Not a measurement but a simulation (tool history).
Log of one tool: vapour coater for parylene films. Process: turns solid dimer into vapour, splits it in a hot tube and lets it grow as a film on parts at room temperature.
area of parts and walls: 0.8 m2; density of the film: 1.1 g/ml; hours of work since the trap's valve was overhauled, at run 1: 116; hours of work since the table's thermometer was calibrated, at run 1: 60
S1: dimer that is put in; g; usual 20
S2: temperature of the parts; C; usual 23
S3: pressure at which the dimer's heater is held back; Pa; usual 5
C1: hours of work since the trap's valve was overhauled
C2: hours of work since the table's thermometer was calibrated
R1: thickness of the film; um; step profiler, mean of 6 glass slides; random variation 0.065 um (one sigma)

run 1 day=0 | S1=20 S2=23 S3=5 | C1=116 C2=60 | R1=10.03
run 2 day=0.775 | S1=20 S2=23 S3=5 | C1=125 C2=70 | R1=10.06
run 3 day=1.262 | S1=20 S2=25 S3=5 | C1=131 C2=76 | R1=9.64
run 4 day=1.729 | S1=20 S2=19 S3=5 | C1=137 C2=82 | R1=10.73
run 5 day=2.846 | S1=20 S2=28 S3=5 | C1=151 C2=96 | R1=9.11
run 6 day=3.438 | S1=20 S2=28 S3=5 | C1=158 C2=103 | R1=9.11
run 7 day=4.238 | S1=20 S2=28 S3=5 | C1=168 C2=113 | R1=9
run 8 day=4.792 | S1=16 S2=27 S3=4.94 | C1=175 C2=119 | R1=7.36
run 9 day=5.346 | S1=20 S2=27 S3=4 | C1=181 C2=126 | R1=9.69
run 10 day=6.442 | S1=20 S2=34 S3=4 | C1=195 C2=140 | R1=8.47

Forecast each of these 4 alternatives for the next run:
run A day=7.358 | S1=17 S2=23 S3=10.83 | C1=206 C2=151 | R1=?
run B day=7.358 | S1=20 S2=26 S3=5 | C1=206 C2=151 | R1=?
run C day=7.358 | S1=20 S2=17 S3=5 | C1=206 C2=151 | R1=?
run D day=7.358 | S1=20 S2=16 S3=5 | C1=206 C2=151 | R1=?

run=A R1=7.1
run=B R1=9.21
run=C R1=10.99
run=D R1=11.15
Without the tool's hidden state the same runs would have given:
run=A R1=7.48
run=B R1=9.71
run=C R1=11.59
run=D R1=11.75
